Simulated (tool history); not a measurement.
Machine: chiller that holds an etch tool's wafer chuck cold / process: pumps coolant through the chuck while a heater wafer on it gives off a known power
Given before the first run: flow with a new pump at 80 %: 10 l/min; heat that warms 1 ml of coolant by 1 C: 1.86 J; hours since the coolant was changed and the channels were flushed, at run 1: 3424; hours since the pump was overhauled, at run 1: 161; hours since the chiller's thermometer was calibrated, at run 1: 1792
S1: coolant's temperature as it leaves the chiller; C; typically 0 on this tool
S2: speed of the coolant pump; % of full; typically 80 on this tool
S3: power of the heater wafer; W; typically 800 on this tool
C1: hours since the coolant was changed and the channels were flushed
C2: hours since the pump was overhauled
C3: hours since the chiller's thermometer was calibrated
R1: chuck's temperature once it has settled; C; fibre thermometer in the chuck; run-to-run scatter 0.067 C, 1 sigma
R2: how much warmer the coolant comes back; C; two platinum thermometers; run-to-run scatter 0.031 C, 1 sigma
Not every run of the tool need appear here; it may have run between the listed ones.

{"run": 1, "hour": 0.0, "S1": 0, "S2": 80, "S3": 800, "C1": 3424, "C2": 161, "C3": 1792, "R1": 5.68, "R2": 2.59}
{"run": 2, "hour": 137.5, "S1": 0, "S2": 67, "S3": 800, "C1": 3561, "C2": 298, "C3": 1930, "R1": 6.65, "R2": 3.1}
{"run": 3, "hour": 268.8, "S1": 0, "S2": 80, "S3": 572, "C1": 3693, "C2": 429, "C3": 2061, "R1": 4.16, "R2": 1.88}
{"run": 4, "hour": 382.4, "S1": 0, "S2": 80, "S3": 572, "C1": 3806, "C2": 543, "C3": 2175, "R1": 4.03, "R2": 1.85}
{"run": 5, "hour": 540.0, "S1": 0, "S2": 80, "S3": 572, "C1": 3964, "C2": 701, "C3": 2332, "R1": 4.05, "R2": 1.88}
{"run": 6, "hour": 624.1, "S1": 0, "S2": 80, "S3": 572, "C1": 4048, "C2": 785, "C3": 2416, "R1": 4.02, "R2": 1.85}
{"run": 7, "hour": 720.3, "S1": 0, "S2": 80, "S3": 572, "C1": 4144, "C2": 881, "C3": 2512, "R1": 3.95, "R2": 1.86}
{"run": 8, "hour": 810.6, "S1": 0, "S2": 80, "S3": 572, "C1": 4235, "C2": 971, "C3": 2603, "R1": 4, "R2": 1.91}
{"run": 9, "hour": 905.4, "S1": 0, "S2": 80, "S3": 800, "C1": 4329, "C2": 1066, "C3": 2698, "R1": 5.75, "R2": 2.64}

Run 10, settings as shown, results not yet in. Your forecast:
{"run": 10, "hour": 996.4, "S1": 0, "S2": 80, "S3": 800, "C1": 4420, "C2": 1157, "C3": 2789, "R1": "?", "R2": "?"}

R1: 5.69 C
R2: 2.64 C
Minus the tool's unlogged condition, the same run would have read R1 5.53 C, R2 2.6 C.
